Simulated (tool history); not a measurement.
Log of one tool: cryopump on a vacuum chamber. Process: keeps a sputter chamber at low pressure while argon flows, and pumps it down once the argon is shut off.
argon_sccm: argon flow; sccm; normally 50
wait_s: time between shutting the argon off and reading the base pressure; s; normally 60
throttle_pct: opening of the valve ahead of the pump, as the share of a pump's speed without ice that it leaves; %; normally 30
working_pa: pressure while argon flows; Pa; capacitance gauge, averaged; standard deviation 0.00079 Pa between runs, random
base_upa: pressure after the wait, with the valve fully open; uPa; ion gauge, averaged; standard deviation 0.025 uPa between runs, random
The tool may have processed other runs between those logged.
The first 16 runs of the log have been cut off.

{"run": 17, "day": 29.538, "argon_sccm": 50, "wait_s": 60, "throttle_pct": 30, "working_pa": 0.1599, "base_upa": 1.76}
{"run": 18, "day": 31.525, "argon_sccm": 50, "wait_s": 60, "throttle_pct": 30, "working_pa": 0.1598, "base_upa": 1.75}
{"run": 19, "day": 33.9, "argon_sccm": 28, "wait_s": 75, "throttle_pct": 26, "working_pa": 0.1037, "base_upa": 1.58}
{"run": 20, "day": 35.625, "argon_sccm": 56, "wait_s": 134, "throttle_pct": 41, "working_pa": 0.1344, "base_upa": 1.28}
{"run": 21, "day": 36.942, "argon_sccm": 56, "wait_s": 134, "throttle_pct": 41, "working_pa": 0.1355, "base_upa": 1.26}
{"run": 22, "day": 39.562, "argon_sccm": 20, "wait_s": 25, "throttle_pct": 58, "working_pa": 0.0352, "base_upa": 3.06}
{"run": 23, "day": 42.004, "argon_sccm": 20, "wait_s": 25, "throttle_pct": 58, "working_pa": 0.0355, "base_upa": 2.98}
{"run": 24, "day": 43.629, "argon_sccm": 33, "wait_s": 291, "throttle_pct": 35, "working_pa": 0.0938, "base_upa": 1.13}
{"run": 25, "day": 45.212, "argon_sccm": 50, "wait_s": 179, "throttle_pct": 18, "working_pa": 0.2662, "base_upa": 1.27}
{"run": 26, "day": 46.908, "argon_sccm": 50, "wait_s": 179, "throttle_pct": 18, "working_pa": 0.2647, "base_upa": 1.38}
{"run": 27, "day": 48.621, "argon_sccm": 50, "wait_s": 179, "throttle_pct": 21, "working_pa": 0.2292, "base_upa": 1.33}
{"run": 28, "day": 50.529, "argon_sccm": 50, "wait_s": 179, "throttle_pct": 21, "working_pa": 0.2302, "base_upa": 1.31}
{"run": 29, "day": 53.212, "argon_sccm": 43, "wait_s": 271, "throttle_pct": 44, "working_pa": 0.1011, "base_upa": 1.29}
{"run": 30, "day": 55.283, "argon_sccm": 43, "wait_s": 271, "throttle_pct": 44, "working_pa": 0.101, "base_upa": 1.33}
{"run": 31, "day": 57.333, "argon_sccm": 43, "wait_s": 179, "throttle_pct": 44, "working_pa": 0.1016, "base_upa": 1.4}
{"run": 32, "day": 59.225, "argon_sccm": 39, "wait_s": 208, "throttle_pct": 39, "working_pa": 0.1021, "base_upa": 1.4}
{"run": 33, "day": 61.579, "argon_sccm": 39, "wait_s": 208, "throttle_pct": 39, "working_pa": 0.1037, "base_upa": 1.42}
{"run": 34, "day": 63.929, "argon_sccm": 39, "wait_s": 208, "throttle_pct": 39, "working_pa": 0.1039, "base_upa": 1.43}
{"run": 35, "day": 66.133, "argon_sccm": 38, "wait_s": 208, "throttle_pct": 22, "working_pa": 0.1717, "base_upa": 1.44}

Alternative continuations, all from the tool just after run 35; predict every row:
{"run": "A", "day": 67.862, "argon_sccm": 50, "wait_s": 131, "throttle_pct": 49, "working_pa": "?", "base_upa": "?"}
{"run": "B", "day": 67.862, "argon_sccm": 50, "wait_s": 33, "throttle_pct": 30, "working_pa": "?", "base_upa": "?"}
{"run": "C", "day": 67.862, "argon_sccm": 51, "wait_s": 45, "throttle_pct": 18, "working_pa": "?", "base_upa": "?"}

run=A working_pa=0.1099 base_upa=1.6
run=B working_pa=0.1689 base_upa=2.79
run=C working_pa=0.2748 base_upa=2.41
Stripped of hidden state, with their random variation kept, the same runs would have yielded:
run=A working_pa=0.0923 base_upa=0.54
run=B working_pa=0.1514 base_upa=1.74
run=C working_pa=0.2569 base_upa=1.33
